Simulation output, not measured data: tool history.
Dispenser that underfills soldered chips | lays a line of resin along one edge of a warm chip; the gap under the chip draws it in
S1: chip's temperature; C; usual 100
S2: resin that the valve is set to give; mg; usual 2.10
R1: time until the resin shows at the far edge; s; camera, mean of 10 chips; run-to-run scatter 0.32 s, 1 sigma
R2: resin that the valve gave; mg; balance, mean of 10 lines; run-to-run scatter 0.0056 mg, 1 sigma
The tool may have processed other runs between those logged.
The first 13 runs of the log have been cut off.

run	day	S1	S2	R1	R2
14	5.125	100	2.61	19.8	2.513
# day 5.171: new syringe of resin
15	5.575	105	2.10	17.2	2.007
# day 5.629: new syringe of resin
16	5.958	100	2.10	17.9	1.995
# day 6.108: new syringe of resin
17	6.279	100	2.31	13.7	2.195
# day 6.579: new syringe of resin
18	6.658	88	2.55	19.3	2.405
19	7.017	112	2.68	13.4	2.520
# day 7.058: new syringe of resin
# day 7.100: dispensing valve cleaned and set on the balance
20	7.500	99	2.22	19.7	2.205
# day 7.562: new syringe of resin
21	7.938	91	2.49	24.7	2.478
# day 8.033: new syringe of resin
# day 8.492: new syringe of resin
22	8.492	91	2.49	15.5	2.447
23	8.929	114	2.49	12.9	2.443
# day 8.975: new syringe of resin
24	9.208	114	2.49	9.4	2.438
# day 9.450: new syringe of resin
25	9.554	114	2.49	8.0	2.429
# day 9.942: new syringe of resin
26	9.942	110	1.97	8.7	1.916
# day 10.446: new syringe of resin
27	10.483	106	2.29	9.3	2.215
28	10.771	96	2.63	19.1	2.536
# day 10.925: new syringe of resin
29	11.267	102	2.10	16.1	2.005
# day 11.392: new syringe of resin
30	11.550	85	2.23	23.1	2.128
31	11.796	85	2.23	32.3	2.134
# day 11.854: new syringe of resin
32	12.246	85	2.23	31.8	2.106
# day 12.346: new syringe of resin
33	12.558	86	2.56	24.7	2.421
# day 12.708: dispensing valve cleaned and set on the balance
# day 12.883: new syringe of resin
34	13.017	86	2.56	21.8	2.547

What if the next run were any one of these 5? Each begins from the tool's condition after run 34:
# day 13.354: new syringe of resin
A	13.554	99	2.56	?	?
# day 13.354: new syringe of resin
B	13.554	95	1.97	?	?
# day 13.354: new syringe of resin
C	13.554	105	2.49	?	?
# day 13.354: new syringe of resin
D	13.554	94	2.07	?	?
# day 13.354: new syringe of resin
E	13.554	91	2.30	?	?

run	R1	R2
A	15.2	2.541
B	18.1	1.950
C	12.5	2.465
D	18.8	2.053
E	20.3	2.278
With no hidden state in the tool, these same runs would have given:
run	R1	R2
A	11.1	2.563
B	13.2	1.967
C	9.2	2.487
D	13.8	2.071
E	14.9	2.297
